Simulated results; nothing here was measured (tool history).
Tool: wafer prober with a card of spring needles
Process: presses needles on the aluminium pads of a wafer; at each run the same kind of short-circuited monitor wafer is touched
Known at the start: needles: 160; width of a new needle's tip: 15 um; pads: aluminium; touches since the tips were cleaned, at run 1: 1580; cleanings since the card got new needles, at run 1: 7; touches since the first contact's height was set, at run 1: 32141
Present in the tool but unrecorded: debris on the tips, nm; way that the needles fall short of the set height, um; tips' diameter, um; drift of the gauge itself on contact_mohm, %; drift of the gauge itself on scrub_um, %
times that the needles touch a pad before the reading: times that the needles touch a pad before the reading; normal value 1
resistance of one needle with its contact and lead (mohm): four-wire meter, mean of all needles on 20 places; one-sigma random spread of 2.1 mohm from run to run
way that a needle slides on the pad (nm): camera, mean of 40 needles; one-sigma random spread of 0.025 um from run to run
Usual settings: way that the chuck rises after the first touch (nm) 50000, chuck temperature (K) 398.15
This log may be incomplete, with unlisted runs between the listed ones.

run,hour,way that the chuck rises after the first touch (nm),chuck temperature (K),times that the needles touch a pad before the reading,touches since the tips were cleaned,cleanings since the card got new needles,touches since the first contact's height was set,resistance of one needle with its contact and lead (mohm),way that a needle slides on the pad (nm)
1,0.0,50000,398.15,1,1580,7,32141,232,7290
# hour 12.4: tips cleaned on abrasive film
# hour 30.9: tips cleaned on abrasive film
# hour 50.8: tips cleaned on abrasive film
2,58.1,50000,398.15,1,1550,10,44514,236,7230
# hour 69.8: tips cleaned on abrasive film
# hour 88.9: tips cleaned on abrasive film
3,96.4,50000,398.15,1,1589,12,52678,233,7270
# hour 106.5: tips cleaned on abrasive film
# hour 126.3: tips cleaned on abrasive film
4,131.1,50000,398.15,1,1024,14,60079,229,7280
# hour 145.2: tips cleaned on abrasive film
# hour 162.3: tips cleaned on abrasive film
5,177.2,50000,398.15,1,3202,16,69909,235,7320
# hour 181.4: tips cleaned on abrasive film
# hour 198.4: tips cleaned on abrasive film
# hour 217.9: tips cleaned on abrasive film
# hour 236.3: tips cleaned on abrasive film
6,236.3,50000,398.15,1,0,20,82484,229,7260
# hour 253.1: tips cleaned on abrasive film
7,264.5,50000,398.15,1,2459,21,88513,231,7240
# hour 272.8: tips cleaned on abrasive film
# hour 291.7: tips cleaned on abrasive film
8,293.9,50000,398.15,1,466,23,94765,234,7280
# hour 310.4: tips cleaned on abrasive film
# hour 328.2: tips cleaned on abrasive film
# hour 347.3: tips cleaned on abrasive film
9,353.2,50000,323.15,1,1259,26,107394,213,7260
# hour 367.8: tips cleaned on abrasive film
# hour 387.8: tips cleaned on abrasive film
# hour 406.9: tips cleaned on abrasive film
10,410.3,50000,323.15,1,740,29,119578,214,7230
# hour 424.2: tips cleaned on abrasive film
# hour 440.8: tips cleaned on abrasive film
11,448.8,50000,398.15,1,1706,31,127769,231,7280
# hour 461.2: tips cleaned on abrasive film
# hour 479.3: tips cleaned on abrasive film
# hour 498.5: tips cleaned on abrasive film
12,512.8,50000,398.15,1,3059,34,141422,231,7320
# hour 517.0: tips cleaned on abrasive film
# hour 536.3: tips cleaned on abrasive film
13,541.6,48000,398.15,1,1133,36,147544,235,6950
# hour 554.0: tips cleaned on abrasive film
14,568.4,50000,398.15,1,3099,37,153273,230,7200
# hour 572.6: tips cleaned on abrasive film
# hour 589.6: tips cleaned on abrasive film
# hour 609.8: tips cleaned on abrasive film
15,614.4,50000,398.15,1,991,40,163056,231,7230
# hour 629.3: tips cleaned on abrasive film
# hour 647.3: tips cleaned on abrasive film
16,647.3,52000,301.15,1,0,42,170062,210,7590
# hour 651.7: height of the first contact set anew
# hour 666.8: tips cleaned on abrasive film
# hour 686.0: tips cleaned on abrasive film
17,702.0,52000,301.15,1,3426,44,10738,208,7600
# hour 704.9: tips cleaned on abrasive film
# hour 723.5: tips cleaned on abrasive film
18,736.6,52000,301.15,1,2823,46,18113,206,7570
# hour 742.2: tips cleaned on abrasive film
# hour 760.5: tips cleaned on abrasive film
# hour 778.6: tips cleaned on abrasive film
19,780.7,66000,363.15,1,437,49,27481,223,9590
# hour 796.6: tips cleaned on abrasive film
# hour 813.7: tips cleaned on abrasive film
# hour 833.0: tips cleaned on abrasive film
20,844.1,33000,331.15,1,2387,52,41006,220,4770
# hour 852.0: tips cleaned on abrasive film
# hour 870.1: tips cleaned on abrasive film
# hour 888.5: tips cleaned on abrasive film
21,888.6,30000,331.15,1,23,55,50487,222,4330
# hour 905.1: tips cleaned on abrasive film
22,915.4,51000,321.15,2,2204,56,56189,212,7410
# hour 922.5: tips cleaned on abrasive film
# hour 939.0: tips cleaned on abrasive film
# hour 957.0: tips cleaned on abrasive film
23,967.2,50000,344.15,3,2186,59,67228,222,7250
# hour 975.5: tips cleaned on abrasive film
# hour 993.5: tips cleaned on abrasive film
# hour 1011.1: tips cleaned on abrasive film
24,1014.5,32000,372.15,1,726,62,77295,228,4650
# hour 1029.2: tips cleaned on abrasive film
# hour 1048.9: tips cleaned on abrasive film
# hour 1068.0: tips cleaned on abrasive film
25,1068.0,50000,388.15,2,0,65,88704,228,7250
# hour 1086.6: tips cleaned on abrasive film
26,1102.7,54000,347.15,2,3443,66,96108,217,7860
# hour 1106.6: tips cleaned on abrasive film
# hour 1126.0: tips cleaned on abrasive film
# hour 1143.3: tips cleaned on abrasive film
27,1143.3,54000,347.15,2,0,69,104735,221,7820
# hour 1162.2: tips cleaned on abrasive film
28,1175.9,52000,298.15,1,2943,70,111708,210,7550

What differs in the tool's unlogged condition from the final listed run ahead of each entry between runs to the first listed run following it?
Between runs 1 and 2: tips cleaned on abrasive film (hour 12.4); tips cleaned on abrasive film (hour 30.9); tips cleaned on abrasive film (hour 50.8)
  debris on the tips, nm: 0.6 -> 0.5
Between runs 2 and 3: tips cleaned on abrasive film (hour 69.8); tips cleaned on abrasive film (hour 88.9)
  no hidden state differs between the two runs
Between runs 3 and 4: tips cleaned on abrasive film (hour 106.5); tips cleaned on abrasive film (hour 126.3)
  debris on the tips, nm: 0.5 -> 0.4
Between runs 4 and 5: tips cleaned on abrasive film (hour 145.2); tips cleaned on abrasive film (hour 162.3)
  debris on the tips, nm: 0.4 -> 0.9; tips' diameter, um: 15 -> 15.01
Between runs 5 and 6: tips cleaned on abrasive film (hour 181.4); tips cleaned on abrasive film (hour 198.4); tips cleaned on abrasive film (hour 217.9); tips cleaned on abrasive film (hour 236.3)
  debris on the tips, nm: 0.9 -> 0.1; way that the needles fall short of the set height, um: 0.01 -> 0.02
Between runs 6 and 7: tips cleaned on abrasive film (hour 253.1)
  debris on the tips, nm: 0.1 -> 0.7
Between runs 7 and 8: tips cleaned on abrasive film (hour 272.8); tips cleaned on abrasive film (hour 291.7)
  debris on the tips, nm: 0.7 -> 0.2
Between runs 8 and 9: tips cleaned on abrasive film (hour 310.4); tips cleaned on abrasive film (hour 328.2); tips cleaned on abrasive film (hour 347.3)
  debris on the tips, nm: 0.2 -> 0.5
Between runs 9 and 10: tips cleaned on abrasive film (hour 367.8); tips cleaned on abrasive film (hour 387.8); tips cleaned on abrasive film (hour 406.9)
  debris on the tips, nm: 0.5 -> 0.3; way that the needles fall short of the set height, um: 0.02 -> 0.03
Between runs 10 and 11: tips cleaned on abrasive film (hour 424.2); tips cleaned on abrasive film (hour 440.8)
  debris on the tips, nm: 0.3 -> 0.5
Between runs 11 and 12: tips cleaned on abrasive film (hour 461.2); tips cleaned on abrasive film (hour 479.3); tips cleaned on abrasive film (hour 498.5)
  debris on the tips, nm: 0.5 -> 0.9
Between runs 12 and 13: tips cleaned on abrasive film (hour 517.0); tips cleaned on abrasive film (hour 536.3)
  debris on the tips, nm: 0.9 -> 0.4
Between runs 13 and 14: tips cleaned on abrasive film (hour 554.0)
  debris on the tips, nm: 0.4 -> 0.8
Between runs 14 and 15: tips cleaned on abrasive film (hour 572.6); tips cleaned on abrasive film (hour 589.6); tips cleaned on abrasive film (hour 609.8)
  debris on the tips, nm: 0.8 -> 0.4; way that the needles fall short of the set height, um: 0.03 -> 0.04
Between runs 15 and 16: tips cleaned on abrasive film (hour 629.3); tips cleaned on abrasive film (hour 647.3)
  debris on the tips, nm: 0.4 -> 0.1
Between runs 16 and 17: height of the first contact set anew (hour 651.7); tips cleaned on abrasive film (hour 666.8); tips cleaned on abrasive film (hour 686.0)
  debris on the tips, nm: 0.1 -> 0.9; way that the needles fall short of the set height, um: 0.04 -> 0
Between runs 17 and 18: tips cleaned on abrasive film (hour 704.9); tips cleaned on abrasive film (hour 723.5)
  debris on the tips, nm: 0.9 -> 0.7
Between runs 18 and 19: tips cleaned on abrasive film (hour 742.2); tips cleaned on abrasive film (hour 760.5); tips cleaned on abrasive film (hour 778.6)
  debris on the tips, nm: 0.7 -> 0.2; way that the needles fall short of the set height, um: 0 -> 0.01; tips' diameter, um: 15.01 -> 15.02
Between runs 19 and 20: tips cleaned on abrasive film (hour 796.6); tips cleaned on abrasive film (hour 813.7); tips cleaned on abrasive film (hour 833.0)
  debris on the tips, nm: 0.2 -> 0.7
Between runs 20 and 21: tips cleaned on abrasive film (hour 852.0); tips cleaned on abrasive film (hour 870.1); tips cleaned on abrasive film (hour 888.5)
  debris on the tips, nm: 0.7 -> 0.1
Between runs 21 and 22: tips cleaned on abrasive film (hour 905.1)
  debris on the tips, nm: 0.1 -> 0.7
Between runs 22 and 23: tips cleaned on abrasive film (hour 922.5); tips cleaned on abrasive film (hour 939.0); tips cleaned on abrasive film (hour 957.0)
  no hidden state differs between the two runs
Between runs 23 and 24: tips cleaned on abrasive film (hour 975.5); tips cleaned on abrasive film (hour 993.5); tips cleaned on abrasive film (hour 1011.1)
  debris on the tips, nm: 0.7 -> 0.3; way that the needles fall short of the set height, um: 0.01 -> 0.02
Between runs 24 and 25: tips cleaned on abrasive film (hour 1029.2); tips cleaned on abrasive film (hour 1048.9); tips cleaned on abrasive film (hour 1068.0)
  debris on the tips, nm: 0.3 -> 0.1
Between runs 25 and 26: tips cleaned on abrasive film (hour 1086.6)
  debris on the tips, nm: 0.1 -> 0.9
Between runs 26 and 27: tips cleaned on abrasive film (hour 1106.6); tips cleaned on abrasive film (hour 1126.0); tips cleaned on abrasive film (hour 1143.3)
  debris on the tips, nm: 0.9 -> 0.1
Between runs 27 and 28: tips cleaned on abrasive film (hour 1162.2)
  debris on the tips, nm: 0.1 -> 0.8
